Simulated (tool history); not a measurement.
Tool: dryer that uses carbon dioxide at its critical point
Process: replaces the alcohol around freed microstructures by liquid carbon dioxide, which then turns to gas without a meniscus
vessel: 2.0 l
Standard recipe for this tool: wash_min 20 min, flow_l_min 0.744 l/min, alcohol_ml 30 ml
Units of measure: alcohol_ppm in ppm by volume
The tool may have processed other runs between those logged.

| run | hour | wash_min | flow_l_min | alcohol_ml | alcohol_ppm |
|---|---|---|---|---|---|
| 1 | 0 | 20 | 0.744 | 30 | 156 |
| 2 | 17.8 | 20 | 0.744 | 30 | 155 |
| 3 | 46.9 | 20 | 0.744 | 30 | 151 |
| 4 | 70.7 | 20 | 1.139 | 30 | 103 |
| 5 | 102.4 | 20 | 1.139 | 30 | 115 |
| 6 | 130.2 | 20 | 0.744 | 30 | 175 |
| 7 | 145.9 | 20 | 0.744 | 30 | 174 |
| 8 | 164.2 | 20 | 0.744 | 30 | 170 |
| 9 | 193.3 | 20 | 0.744 | 22 | 153 |
| 10 | 219.9 | 20 | 0.744 | 30 | 173 |
| 11 | 248.5 | 20 | 0.744 | 30 | 182 |
| 12 | 278.4 | 20 | 0.744 | 30 | 185 |
| 13 | 293 | 20 | 0.744 | 30 | 192 |
| 14 | 307.7 | 20 | 0.744 | 30 | 193 |
| 15 | 332.9 | 20 | 0.744 | 30 | 185 |
| 16 | 350.2 | 20 | 0.718 | 27 | 192 |
| 17 | 382.2 | 12 | 0.744 | 30 | 722 |
| 18 | 403.3 | 12 | 0.744 | 21 | 537 |
| 19 | 418.1 | 12 | 0.744 | 21 | 548 |
| 20 | 446.5 | 12 | 1.216 | 95 | 368 |
| 21 | 469.8 | 16 | 1.216 | 25 | 143 |

The next listed run, before its measurement:
| 22 | 496 | 16 | 1.216 | 25 | ? |

alcohol_ppm: 152 ppm by volume
Without the tool's hidden state the same run would have given alcohol_ppm 14 ppm by volume.

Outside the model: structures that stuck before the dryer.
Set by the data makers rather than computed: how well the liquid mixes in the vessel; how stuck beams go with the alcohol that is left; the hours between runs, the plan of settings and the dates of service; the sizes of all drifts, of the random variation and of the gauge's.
